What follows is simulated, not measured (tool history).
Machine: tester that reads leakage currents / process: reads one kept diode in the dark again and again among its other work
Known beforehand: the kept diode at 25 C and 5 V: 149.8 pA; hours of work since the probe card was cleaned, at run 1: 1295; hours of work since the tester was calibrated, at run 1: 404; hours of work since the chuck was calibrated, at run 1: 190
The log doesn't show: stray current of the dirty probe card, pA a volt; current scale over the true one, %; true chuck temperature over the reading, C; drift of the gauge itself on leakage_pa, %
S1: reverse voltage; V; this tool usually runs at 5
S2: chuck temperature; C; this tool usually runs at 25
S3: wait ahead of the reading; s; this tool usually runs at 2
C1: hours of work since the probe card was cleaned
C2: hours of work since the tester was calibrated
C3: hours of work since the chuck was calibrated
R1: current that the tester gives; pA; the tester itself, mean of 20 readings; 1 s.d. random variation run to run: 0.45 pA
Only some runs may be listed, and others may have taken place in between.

{"run": 1, "hour": 0.0, "S1": 5, "S2": 25, "S3": 2, "C1": 1295, "C2": 404, "C3": 190, "R1": 150.38}
{"run": 2, "hour": 138.5, "S1": 5, "S2": 25, "S3": 2, "C1": 1369, "C2": 478, "C3": 264, "R1": 150.84}
{"run": 3, "hour": 246.2, "S1": 5, "S2": 25, "S3": 2, "C1": 1427, "C2": 536, "C3": 322, "R1": 150.35}
{"run": 4, "hour": 408.0, "S1": 5, "S2": 25, "S3": 2, "C1": 1514, "C2": 622, "C3": 408, "R1": 149.41}
{"run": 5, "hour": 591.4, "S1": 5, "S2": 25, "S3": 2, "C1": 1612, "C2": 721, "C3": 507, "R1": 150.46}
{"run": 6, "hour": 811.6, "S1": 5, "S2": 25, "S3": 2, "C1": 1730, "C2": 839, "C3": 625, "R1": 149.95}
{"run": 7, "hour": 947.7, "S1": 5, "S2": 25, "S3": 8.82, "C1": 1803, "C2": 912, "C3": 698, "R1": 150.35}
{"run": 8, "hour": 1058.5, "S1": 5, "S2": 25, "S3": 8.53, "C1": 1862, "C2": 971, "C3": 757, "R1": 149.78}
{"run": 9, "hour": 1176.7, "S1": 5, "S2": 37, "S3": 8.53, "C1": 1926, "C2": 1035, "C3": 821, "R1": 400.17}
{"run": 10, "hour": 1281.0, "S1": 5, "S2": 25, "S3": 2, "C1": 1982, "C2": 1091, "C3": 877, "R1": 150.5}
{"run": 11, "hour": 1503.0, "S1": 5, "S2": 31, "S3": 2, "C1": 2101, "C2": 1210, "C3": 996, "R1": 247.18}
{"run": 12, "hour": 1729.5, "S1": 5, "S2": 31, "S3": 2, "C1": 2222, "C2": 1331, "C3": 1117, "R1": 248.33}
{"run": 13, "hour": 1938.5, "S1": 1.35, "S2": 46, "S3": 2, "C1": 2334, "C2": 1443, "C3": 1229, "R1": 372.49}
{"run": 14, "hour": 2095.5, "S1": 5, "S2": 56, "S3": 4.52, "C1": 2419, "C2": 1527, "C3": 1313, "R1": 1638.73}
{"run": 15, "hour": 2238.5, "S1": 8.89, "S2": 24, "S3": 2, "C1": 2495, "C2": 1604, "C3": 1390, "R1": 193.74}
{"hour": 2305.6, "done": "chuck's temperature calibrated"}
{"run": 16, "hour": 2394.9, "S1": 8.89, "S2": 24, "S3": 2, "C1": 2578, "C2": 1687, "C3": 48, "R1": 193.23}
{"run": 17, "hour": 2634.9, "S1": 2.74, "S2": 42, "S3": 0.6, "C1": 2707, "C2": 1815, "C3": 177, "R1": 416.49}
{"run": 18, "hour": 2859.0, "S1": 18.89, "S2": 25, "S3": 0.74, "C1": 2827, "C2": 1936, "C3": 297, "R1": 328.54}
{"run": 19, "hour": 2973.8, "S1": 18.89, "S2": 25, "S3": 0.74, "C1": 2888, "C2": 1997, "C3": 358, "R1": 327.77}
{"run": 20, "hour": 3208.2, "S1": 5.46, "S2": 32, "S3": 9.73, "C1": 3014, "C2": 2123, "C3": 484, "R1": 281.89}
{"run": 21, "hour": 3342.7, "S1": 15.74, "S2": 23, "S3": 2.52, "C1": 3086, "C2": 2195, "C3": 556, "R1": 247.57}
{"run": 22, "hour": 3580.5, "S1": 2.94, "S2": 33, "S3": 1.45, "C1": 3214, "C2": 2323, "C3": 684, "R1": 213.86}
{"run": 23, "hour": 3704.9, "S1": 2.94, "S2": 33, "S3": 1.45, "C1": 3280, "C2": 2389, "C3": 750, "R1": 214.51}

A few steps of R1 between consecutive runs. Split each: what settings, incoming material and random variation would produce without the hidden state, and what is left over for the hidden state, along with gauge scatter present in only one of the two compared results (measured, and without hidden state):
Run 13 -> 14: S1 1.35 -> 5, S2 46 -> 56, S3 2 -> 4.52. R1 +1266.24 pA: hidden state +1.23, all else +1265.01.
Run 14 -> 15: S1 5 -> 8.89, S2 56 -> 24, S3 4.52 -> 2. R1 -1444.99 pA: hidden state -1.23, all else -1443.76.
